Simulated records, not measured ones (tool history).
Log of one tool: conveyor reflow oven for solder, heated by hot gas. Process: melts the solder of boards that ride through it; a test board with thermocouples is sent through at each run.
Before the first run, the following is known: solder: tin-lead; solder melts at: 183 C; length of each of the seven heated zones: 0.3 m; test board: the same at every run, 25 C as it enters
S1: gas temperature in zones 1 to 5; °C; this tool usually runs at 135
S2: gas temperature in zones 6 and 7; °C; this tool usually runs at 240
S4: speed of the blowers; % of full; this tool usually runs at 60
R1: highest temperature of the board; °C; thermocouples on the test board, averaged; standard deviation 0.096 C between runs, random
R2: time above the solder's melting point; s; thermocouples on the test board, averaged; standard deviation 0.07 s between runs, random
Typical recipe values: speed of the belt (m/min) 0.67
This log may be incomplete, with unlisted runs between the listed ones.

run 1 hour=0 | S1=135 S2=240 speed_of_the_belt_(m/min)=0.67 S4=60 | R1=214.16 R2=36.63
run 2 hour=65 | S1=135 S2=240 speed_of_the_belt_(m/min)=0.67 S4=60 | R1=214.3 R2=36.44
run 3 hour=116.8 | S1=135 S2=240 speed_of_the_belt_(m/min)=0.67 S4=60 | R1=213.85 R2=36.48
-- hour=126.2 flux residue cleaned out of gas plates and filters
run 4 hour=184 | S1=135 S2=240 speed_of_the_belt_(m/min)=0.67 S4=60 | R1=215.17 R2=37.36
run 5 hour=215.6 | S1=135 S2=240 speed_of_the_belt_(m/min)=0.67 S4=60 | R1=214.89 R2=37.31
run 6 hour=259.4 | S1=135 S2=240 speed_of_the_belt_(m/min)=0.67 S4=60 | R1=215.04 R2=37.19
run 7 hour=316.9 | S1=135 S2=240 speed_of_the_belt_(m/min)=0.67 S4=60 | R1=214.5 R2=36.95
run 8 hour=344.5 | S1=135 S2=240 speed_of_the_belt_(m/min)=0.67 S4=60 | R1=214.42 R2=36.9
run 9 hour=377 | S1=135 S2=240 speed_of_the_belt_(m/min)=0.67 S4=60 | R1=214.44 R2=36.81
run 10 hour=429.7 | S1=135 S2=240 speed_of_the_belt_(m/min)=0.559 S4=60 | R1=221.23 R2=49.68
-- hour=460.3 flux residue cleaned out of gas plates and filters
run 11 hour=469.1 | S1=127 S2=240 speed_of_the_belt_(m/min)=0.585 S4=60 | R1=219.17 R2=43.92
run 12 hour=502.5 | S1=121 S2=230 speed_of_the_belt_(m/min)=0.585 S4=60 | R1=209.3 R2=35.75
run 13 hour=560.6 | S1=120 S2=240 speed_of_the_belt_(m/min)=0.67 S4=72 | R1=214.27 R2=33.83
run 14 hour=604.9 | S1=135 S2=237 speed_of_the_belt_(m/min)=0.67 S4=62 | R1=212.91 R2=36.04
-- hour=611.6 belt drive overhauled, speed set with a stopwatch
run 15 hour=652.9 | S1=135 S2=237 speed_of_the_belt_(m/min)=0.586 S4=68 | R1=219.11 R2=46.11
run 16 hour=695.1 | S1=127 S2=240 speed_of_the_belt_(m/min)=0.585 S4=60 | R1=218.45 R2=43.6
run 17 hour=751.8 | S1=127 S2=240 speed_of_the_belt_(m/min)=0.739 S4=60 | R1=207.65 R2=27.04
-- hour=758.7 thermocouples of zones 6 and 7 changed
run 18 hour=780.7 | S1=127 S2=240 speed_of_the_belt_(m/min)=0.739 S4=73 | R1=209.96 R2=28.88
-- hour=800.7 flux residue cleaned out of gas plates and filters
run 19 hour=821.7 | S1=135 S2=240 speed_of_the_belt_(m/min)=0.731 S4=60 | R1=211.16 R2=31.35
run 20 hour=856 | S1=121 S2=228 speed_of_the_belt_(m/min)=0.67 S4=60 | R1=201.58 R2=24.38

For each run, the measured value with the value that run would have given without the tool's hidden condition subtracted. The run-to-run variation is shared by both, the gauge scatter possibly not:
Hidden state present: heat that the gas passes to the board, % of a clean oven's; belt's true speed, % of the reading; true gas temperature in zones 6 and 7 over the reading, C; drift of the gauge itself on peak_c, C; drift of the gauge itself on liquid_s, %.
run=1 R1=-0.39 R2=-0.34
run=2 R1=-0.63 R2=-0.52
run=3 R1=-0.86 R2=-0.68
run=4 R1=+0.43 R2=+0.27
run=5 R1=+0.29 R2=+0.18
run=6 R1=+0.12 R2=+0.05
run=7 R1=-0.12 R2=-0.11
run=8 R1=-0.24 R2=-0.2
run=9 R1=-0.37 R2=-0.29
run=10 R1=-0.3 R2=-0.21
run=11 R1=+0.72 R2=+0.52
run=12 R1=+0.59 R2=+0.5
run=13 R1=+0.22 R2=+0.15
run=14 R1=+0.13 R2=+0.08
run=15 R1=+0.17 R2=+0.2
run=16 R1=-0.04 R2=+0.06
run=17 R1=-0.61 R2=-0.44
run=18 R1=-1.7 R2=-1.1
run=19 R1=+0.03 R2=+0.17
run=20 R1=-0.09 R2=+0.02
